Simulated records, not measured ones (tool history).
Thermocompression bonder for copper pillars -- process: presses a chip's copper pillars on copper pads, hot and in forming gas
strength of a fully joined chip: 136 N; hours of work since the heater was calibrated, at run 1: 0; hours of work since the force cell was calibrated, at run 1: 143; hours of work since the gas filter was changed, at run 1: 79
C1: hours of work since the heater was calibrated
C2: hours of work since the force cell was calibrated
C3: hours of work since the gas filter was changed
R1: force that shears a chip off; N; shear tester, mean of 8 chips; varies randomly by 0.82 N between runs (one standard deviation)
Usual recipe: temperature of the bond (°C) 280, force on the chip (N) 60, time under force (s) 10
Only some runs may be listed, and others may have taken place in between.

Run 1, day 0.000: usual settings; C1 0; C2 143; C3 79. Result: R1 64.0 N.
Run 2, day 0.188: usual settings but temperature of the bond (°C) 263; C1 4; C2 146; C3 82. Result: R1 50.2 N.
Run 3, day 0.442: usual settings; C1 8; C2 151; C3 86. Result: R1 64.6 N.
Run 4, day 0.733: usual settings but temperature of the bond (°C) 258; C1 13; C2 156; C3 91. Result: R1 43.6 N.
Run 5, day 1.138: usual settings but temperature of the bond (°C) 258; C1 19; C2 162; C3 98. Result: R1 45.3 N.
Run 6, day 1.412: usual settings but temperature of the bond (°C) 258; C1 24; C2 167; C3 102. Result: R1 45.4 N.
Run 7, day 1.800: usual settings but time under force (s) 24; C1 30; C2 173; C3 109. Result: R1 84.6 N.
Run 8, day 2.012: usual settings but time under force (s) 24; C1 34; C2 177; C3 112. Result: R1 87.3 N.
Run 9, day 2.333: usual settings but time under force (s) 8; C1 39; C2 182; C3 118. Result: R1 61.1 N.
Run 10, day 2.725: usual settings; C1 46; C2 189; C3 124. Result: R1 64.5 N.
Run 11, day 2.992: usual settings but temperature of the bond (°C) 306; C1 50; C2 193; C3 129. Result: R1 89.9 N.
Run 12, day 3.342: usual settings but temperature of the bond (°C) 306; C1 56; C2 199; C3 135. Result: R1 90.2 N.
Run 13, day 3.746: usual settings; C1 63; C2 206; C3 141. Result: R1 66.8 N.
Run 14, day 3.971: usual settings; C1 67; C2 209; C3 145. Result: R1 65.0 N.
Run 15, day 4.371: usual settings but force on the chip (N) 48; C1 73; C2 216; C3 152. Result: R1 57.8 N.
Run 16, day 4.571: usual settings but force on the chip (N) 48; C1 77; C2 219; C3 155. Result: R1 59.1 N.
Run 17, day 4.792: usual settings but force on the chip (N) 48; C1 80; C2 223; C3 159. Result: R1 57.7 N.
Run 18, day 4.979: usual settings; C1 83; C2 226; C3 162. Result: R1 65.0 N.
Run 19, day 5.158: usual settings but force on the chip (N) 54; C1 86; C2 229; C3 165. Result: R1 60.9 N.
Run 20, day 5.575: usual settings but force on the chip (N) 54; C1 93; C2 236; C3 172. Result: R1 62.4 N.
At day 5.654: forming gas filter changed.
Run 21, day 5.804: usual settings but force on the chip (N) 54; C1 97; C2 240; C3 3. Result: R1 61.8 N.
Run 22, day 6.050: usual settings but temperature of the bond (°C) 283, force on the chip (N) 83; C1 101; C2 244; C3 7. Result: R1 80.7 N.
Run 23, day 6.308: usual settings but temperature of the bond (°C) 283, force on the chip (N) 83; C1 105; C2 248; C3 11. Result: R1 79.8 N.
Run 24, day 6.492: usual settings but temperature of the bond (°C) 257; C1 108; C2 251; C3 14. Result: R1 44.2 N.
Run 25, day 6.846: usual settings but temperature of the bond (°C) 294, force on the chip (N) 85, time under force (s) 20; C1 114; C2 257; C3 20. Result: R1 109.0 N.
Run 26, day 7.146: usual settings but temperature of the bond (°C) 294, force on the chip (N) 85, time under force (s) 20; C1 119; C2 262; C3 25. Result: R1 110.4 N.
Run 27, day 7.567: usual settings but force on the chip (N) 43; C1 126; C2 269; C3 32. Result: R1 54.5 N.
Run 28, day 7.938: usual settings but force on the chip (N) 43; C1 132; C2 275; C3 38. Result: R1 54.8 N.
Run 29, day 8.308: usual settings but force on the chip (N) 58; C1 138; C2 281; C3 44. Result: R1 64.2 N.
Run 30, day 8.496: usual settings but temperature of the bond (°C) 288, force on the chip (N) 65; C1 142; C2 285; C3 47. Result: R1 75.6 N.
Run 31, day 8.742: usual settings but temperature of the bond (°C) 259; C1 146; C2 289; C3 51. Result: R1 46.4 N.
Run 32, day 9.054: usual settings but temperature of the bond (°C) 259; C1 151; C2 294; C3 57. Result: R1 46.5 N.
Run 33, day 9.321: usual settings but temperature of the bond (°C) 269, force on the chip (N) 61, time under force (s) 12; C1 155; C2 298; C3 61. Result: R1 58.0 N.
Run 34, day 9.546: usual settings but temperature of the bond (°C) 262, force on the chip (N) 40, time under force (s) 12; C1 159; C2 302; C3 65. Result: R1 40.2 N.
Run 35, day 9.900: usual settings but temperature of the bond (°C) 276; C1 165; C2 308; C3 71. Result: R1 60.5 N.
Run 36, day 10.267: usual settings but temperature of the bond (°C) 260, time under force (s) 11; C1 171; C2 314; C3 77. Result: R1 49.2 N.
Run 37, day 10.492: usual settings but force on the chip (N) 38, time under force (s) 11; C1 175; C2 318; C3 81. Result: R1 52.2 N.
Run 38, day 10.671: usual settings but temperature of the bond (°C) 286, force on the chip (N) 44, time under force (s) 16; C1 178; C2 321; C3 84. Result: R1 71.2 N.
Run 39, day 10.883: usual settings but temperature of the bond (°C) 286, force on the chip (N) 44, time under force (s) 18; C1 181; C2 324; C3 87. Result: R1 74.0 N.
Run 40, day 11.062: usual settings but temperature of the bond (°C) 256, force on the chip (N) 44, time under force (s) 18; C1 184; C2 327; C3 90. Result: R1 45.8 N.

Forecast each of these 3 alternatives for the next run:
Run A, day 11.292: usual settings; C1 188; C2 331; C3 94. Result: R1 ?.
Run B, day 11.292: usual settings but temperature of the bond (°C) 309, force on the chip (N) 58, time under force (s) 18; C1 188; C2 331; C3 94. Result: R1 ?.
Run C, day 11.292: usual settings but temperature of the bond (°C) 303, force on the chip (N) 53; C1 188; C2 331; C3 94. Result: R1 ?.

run     R1
  A   65.3
  B  107.5
  C   82.3
Without the tool's hidden state the same runs would have given:
run     R1
  A   65.1
  B  107.5
  C   82.2
